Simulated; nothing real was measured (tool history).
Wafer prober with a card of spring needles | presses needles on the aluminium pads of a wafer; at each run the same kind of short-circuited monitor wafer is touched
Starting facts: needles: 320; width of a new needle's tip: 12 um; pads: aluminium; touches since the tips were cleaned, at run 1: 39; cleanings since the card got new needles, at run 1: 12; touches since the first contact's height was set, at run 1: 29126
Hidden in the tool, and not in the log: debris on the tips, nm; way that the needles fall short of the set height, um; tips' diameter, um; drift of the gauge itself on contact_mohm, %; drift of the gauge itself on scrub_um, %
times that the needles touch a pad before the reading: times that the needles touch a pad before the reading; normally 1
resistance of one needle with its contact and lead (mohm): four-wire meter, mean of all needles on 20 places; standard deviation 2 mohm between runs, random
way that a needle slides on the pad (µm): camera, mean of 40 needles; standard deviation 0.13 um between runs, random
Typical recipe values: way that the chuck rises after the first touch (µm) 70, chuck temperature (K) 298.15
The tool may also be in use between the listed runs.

run	hour	way that the chuck rises after the first touch (µm)	chuck temperature (K)	times that the needles touch a pad before the reading	touches since the tips were cleaned	cleanings since the card got new needles	touches since the first contact's height was set	resistance of one needle with its contact and lead (mohm)	way that a needle slides on the pad (µm)
1	0.0	70	298.15	1	39	12	29126	216	18.23
# hour 4.0: tips cleaned on abrasive film
# hour 8.0: tips cleaned on abrasive film
# hour 12.0: tips cleaned on abrasive film
# hour 16.0: tips cleaned on abrasive film
2	18.6	62	298.15	1	1566	16	40006	242	15.87
# hour 20.6: tips cleaned on abrasive film
# hour 24.6: tips cleaned on abrasive film
# hour 28.6: tips cleaned on abrasive film
# hour 32.6: tips cleaned on abrasive film
# hour 36.6: tips cleaned on abrasive film
3	37.6	76	298.15	1	636	21	51114	223	19.70
# hour 40.6: tips cleaned on abrasive film
# hour 44.6: tips cleaned on abrasive film
# hour 48.6: tips cleaned on abrasive film
# hour 52.6: tips cleaned on abrasive film
# hour 56.6: tips cleaned on abrasive film
4	57.2	76	353.15	1	378	26	62538	233	19.55
# hour 61.2: tips cleaned on abrasive film
# hour 65.2: tips cleaned on abrasive film
# hour 69.2: tips cleaned on abrasive film
# hour 73.2: tips cleaned on abrasive film
# hour 78.1: tips cleaned on abrasive film
# hour 83.1: tips cleaned on abrasive film
# hour 87.1: tips cleaned on abrasive film
# hour 91.1: tips cleaned on abrasive film
# hour 95.1: tips cleaned on abrasive film
5	95.1	76	353.15	1	18	35	84662	230	19.60
# hour 99.1: tips cleaned on abrasive film
# hour 104.1: tips cleaned on abrasive film
# hour 108.1: tips cleaned on abrasive film
# hour 112.1: tips cleaned on abrasive film
# hour 116.0: tips cleaned on abrasive film
6	117.8	70	304.15	2	1068	40	97975	225	17.90
# hour 120.8: tips cleaned on abrasive film
# hour 124.8: tips cleaned on abrasive film
# hour 128.8: tips cleaned on abrasive film
# hour 132.8: tips cleaned on abrasive film
# hour 136.8: tips cleaned on abrasive film
# hour 140.8: tips cleaned on abrasive film
# hour 145.7: tips cleaned on abrasive film
# hour 150.7: tips cleaned on abrasive film
# hour 154.7: tips cleaned on abrasive film
# hour 158.7: tips cleaned on abrasive film
7	160.3	55	327.15	2	965	50	122790	241	13.81
# hour 163.3: tips cleaned on abrasive film
# hour 167.3: tips cleaned on abrasive film
# hour 171.3: tips cleaned on abrasive film
# hour 175.3: tips cleaned on abrasive film
# hour 179.3: tips cleaned on abrasive film
# hour 184.2: tips cleaned on abrasive film
8	184.8	50	324.15	2	361	56	137113	236	12.21
# hour 188.8: tips cleaned on abrasive film
# hour 190.1: height of the first contact set anew
# hour 193.1: tips cleaned on abrasive film
# hour 197.1: tips cleaned on abrasive film
# hour 202.0: tips cleaned on abrasive film
# hour 207.0: tips cleaned on abrasive film
9	209.0	67	301.15	2	1170	61	11059	226	17.47
# hour 211.1: tips cleaned on abrasive film
# hour 215.0: tips cleaned on abrasive film
# hour 219.0: tips cleaned on abrasive film
# hour 224.0: tips cleaned on abrasive film
# hour 228.0: tips cleaned on abrasive film
10	228.4	67	301.15	2	227	66	22373	216	17.50

Hidden condition of the tool, last listed run before each entry between runs versus first listed run after:
After run 1, before run 2: tips cleaned on abrasive film (hour 4.0); tips cleaned on abrasive film (hour 8.0); tips cleaned on abrasive film (hour 12.0); tips cleaned on abrasive film (hour 16.0)
  debris on the tips, nm: 7.4 -> 54.3; way that the needles fall short of the set height, um: 0.77 -> 1.01; tips' diameter, um: 12.27 -> 12.35
  difference, measured minus the result without the unlogged condition, resistance of one needle with its contact and lead (mohm): +3 -> +27; way that a needle slides on the pad (µm): -0.21 -> -0.27
After run 2, before run 3: tips cleaned on abrasive film (hour 20.6); tips cleaned on abrasive film (hour 24.6); tips cleaned on abrasive film (hour 28.6); tips cleaned on abrasive film (hour 32.6); tips cleaned on abrasive film (hour 36.6)
  debris on the tips, nm: 54.3 -> 27.6; way that the needles fall short of the set height, um: 1.01 -> 1.34; tips' diameter, um: 12.35 -> 12.47
  difference, measured minus the result without the unlogged condition, resistance of one needle with its contact and lead (mohm): +27 -> +10; way that a needle slides on the pad (µm): -0.27 -> -0.36
After run 3, before run 4: tips cleaned on abrasive film (hour 40.6); tips cleaned on abrasive film (hour 44.6); tips cleaned on abrasive film (hour 48.6); tips cleaned on abrasive film (hour 52.6); tips cleaned on abrasive film (hour 56.6)
  debris on the tips, nm: 27.6 -> 16.7; way that the needles fall short of the set height, um: 1.34 -> 1.66; tips' diameter, um: 12.47 -> 12.58
  difference, measured minus the result without the unlogged condition, resistance of one needle with its contact and lead (mohm): +10 -> +6; way that a needle slides on the pad (µm): -0.36 -> -0.44
After run 4, before run 5: tips cleaned on abrasive film (hour 61.2); tips cleaned on abrasive film (hour 65.2); tips cleaned on abrasive film (hour 69.2); tips cleaned on abrasive film (hour 73.2); tips cleaned on abrasive film (hour 78.1); tips cleaned on abrasive film (hour 83.1); tips cleaned on abrasive film (hour 87.1); tips cleaned on abrasive film (hour 91.1); tips cleaned on abrasive film (hour 95.1)
  debris on the tips, nm: 16.7 -> 7.1; way that the needles fall short of the set height, um: 1.66 -> 2.24; tips' diameter, um: 12.58 -> 12.78
  difference, measured minus the result without the unlogged condition, resistance of one needle with its contact and lead (mohm): +6 -> +3; way that a needle slides on the pad (µm): -0.44 -> -0.60
After run 5, before run 6: tips cleaned on abrasive film (hour 99.1); tips cleaned on abrasive film (hour 104.1); tips cleaned on abrasive film (hour 108.1); tips cleaned on abrasive film (hour 112.1); tips cleaned on abrasive film (hour 116.0)
  debris on the tips, nm: 7.1 -> 41; way that the needles fall short of the set height, um: 2.24 -> 2.56; tips' diameter, um: 12.78 -> 12.9
  difference, measured minus the result without the unlogged condition, resistance of one needle with its contact and lead (mohm): +3 -> +11; way that a needle slides on the pad (µm): -0.60 -> -0.68
After run 6, before run 7: tips cleaned on abrasive film (hour 120.8); tips cleaned on abrasive film (hour 124.8); tips cleaned on abrasive film (hour 128.8); tips cleaned on abrasive film (hour 132.8); tips cleaned on abrasive film (hour 136.8); tips cleaned on abrasive film (hour 140.8); tips cleaned on abrasive film (hour 145.7); tips cleaned on abrasive film (hour 150.7); tips cleaned on abrasive film (hour 154.7); tips cleaned on abrasive film (hour 158.7)
  debris on the tips, nm: 41 -> 30.2; way that the needles fall short of the set height, um: 2.56 -> 3.17; tips' diameter, um: 12.9 -> 13.11
  difference, measured minus the result without the unlogged condition, resistance of one needle with its contact and lead (mohm): +11 -> +14; way that a needle slides on the pad (µm): -0.68 -> -0.85
After run 7, before run 8: tips cleaned on abrasive film (hour 163.3); tips cleaned on abrasive film (hour 167.3); tips cleaned on abrasive film (hour 171.3); tips cleaned on abrasive film (hour 175.3); tips cleaned on abrasive film (hour 179.3); tips cleaned on abrasive film (hour 184.2)
  debris on the tips, nm: 30.2 -> 21.2; way that the needles fall short of the set height, um: 3.17 -> 3.54; tips' diameter, um: 13.11 -> 13.24
  difference, measured minus the result without the unlogged condition, resistance of one needle with its contact and lead (mohm): +14 -> +13; way that a needle slides on the pad (µm): -0.85 -> -0.94
After run 8, before run 9: tips cleaned on abrasive film (hour 188.8); height of the first contact set anew (hour 190.1); tips cleaned on abrasive film (hour 193.1); tips cleaned on abrasive film (hour 197.1); tips cleaned on abrasive film (hour 202.0); tips cleaned on abrasive film (hour 207.0)
  debris on the tips, nm: 21.2 -> 37.1; way that the needles fall short of the set height, um: 3.54 -> 0.22; tips' diameter, um: 13.24 -> 13.33
  difference, measured minus the result without the unlogged condition, resistance of one needle with its contact and lead (mohm): +13 -> +12; way that a needle slides on the pad (µm): -0.94 -> -0.06
After run 9, before run 10: tips cleaned on abrasive film (hour 211.1); tips cleaned on abrasive film (hour 215.0); tips cleaned on abrasive film (hour 219.0); tips cleaned on abrasive film (hour 224.0); tips cleaned on abrasive film (hour 228.0)
  debris on the tips, nm: 37.1 -> 11.9; way that the needles fall short of the set height, um: 0.22 -> 0.52; tips' diameter, um: 13.33 -> 13.44
  difference, measured minus the result without the unlogged condition, resistance of one needle with its contact and lead (mohm): +12 -> +4; way that a needle slides on the pad (µm): -0.06 -> -0.14
